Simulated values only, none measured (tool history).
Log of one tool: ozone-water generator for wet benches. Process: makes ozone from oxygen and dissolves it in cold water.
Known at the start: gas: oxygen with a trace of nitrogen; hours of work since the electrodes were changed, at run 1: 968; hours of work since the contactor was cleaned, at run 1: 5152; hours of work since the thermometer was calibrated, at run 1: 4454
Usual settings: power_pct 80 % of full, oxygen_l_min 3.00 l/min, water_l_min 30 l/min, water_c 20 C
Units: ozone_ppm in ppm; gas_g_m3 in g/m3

run,day,power_pct,oxygen_l_min,water_l_min,water_c,hours of work since the electrodes were changed,hours of work since the contactor was cleaned,hours of work since the thermometer was calibrated,ozone_ppm,gas_g_m3
1,0.000,80,3.00,30,20,968,5152,4454,14.6,266.8
2,0.554,80,3.00,30,20,978,5162,4464,14.6,263.8
3,1.696,80,3.00,30,20,999,5183,4485,14.5,263.2
4,2.817,80,2.31,30,20,1019,5203,4506,12.8,284.6
5,3.412,80,5.16,30,20,1030,5214,4517,17.9,217.5
6,4.750,68,3.00,30,20,1055,5239,4541,12.8,230.7
7,5.717,68,3.00,30,20,1073,5256,4559,12.7,228.4
8,6.567,68,3.00,30,20,1088,5272,4575,12.8,228.5
9,7.521,68,3.00,30,20,1106,5289,4592,12.7,229.5
10,8.358,68,3.00,30,20,1121,5305,4607,12.8,227.8
11,9.400,63,3.00,30,20,1140,5324,4627,11.8,215.6
12,10.150,63,3.00,30,20,1154,5338,4640,12.1,213.3
13,10.825,80,3.00,19,20,1166,5350,4653,22.1,255.6
# day 11.367: gauge calibrated
14,12.021,80,3.00,19,20,1188,5372,4675,22.3,261.7
15,12.733,80,3.00,19,20,1201,5385,4688,22.0,264.1
16,13.346,80,3.00,19,20,1212,5396,4699,21.8,262.3
17,14.429,60,3.00,30,20,1232,5416,4719,11.3,208.5
18,15.604,88,2.92,30,19,1254,5438,4740,15.6,284.9
19,16.367,88,2.92,30,19,1268,5452,4754,15.5,283.2
20,17.029,47,2.67,26,21,1280,5464,4766,10.3,179.2
21,17.742,87,1.97,26,21,1293,5477,4779,14.6,318.4
22,19.071,80,1.91,30,16,1317,5501,4804,11.6,302.2
23,20.000,80,1.91,30,16,1334,5518,4821,11.8,299.4
24,21.042,69,3.00,30,20,1353,5537,4840,13.0,230.4
25,21.696,69,3.00,30,20,1365,5549,4852,12.9,233.1
26,22.962,48,3.61,30,20,1388,5572,4875,10.3,163.7
27,23.817,43,3.61,30,20,1404,5588,4891,9.5,149.1
# day 24.279: gauge calibrated
28,24.854,43,3.61,30,20,1423,5607,4910,9.5,153.0

Run 29 comes next. What will it give?
29,26.121,47,3.61,30,20,1446,5630,4933,?,?

ozone_ppm: 10.3 ppm
gas_g_m3: 162.2 g/m3
Without the tool's hidden state the same run would have given ozone_ppm 10.3 ppm, gas_g_m3 162.9 g/m3.

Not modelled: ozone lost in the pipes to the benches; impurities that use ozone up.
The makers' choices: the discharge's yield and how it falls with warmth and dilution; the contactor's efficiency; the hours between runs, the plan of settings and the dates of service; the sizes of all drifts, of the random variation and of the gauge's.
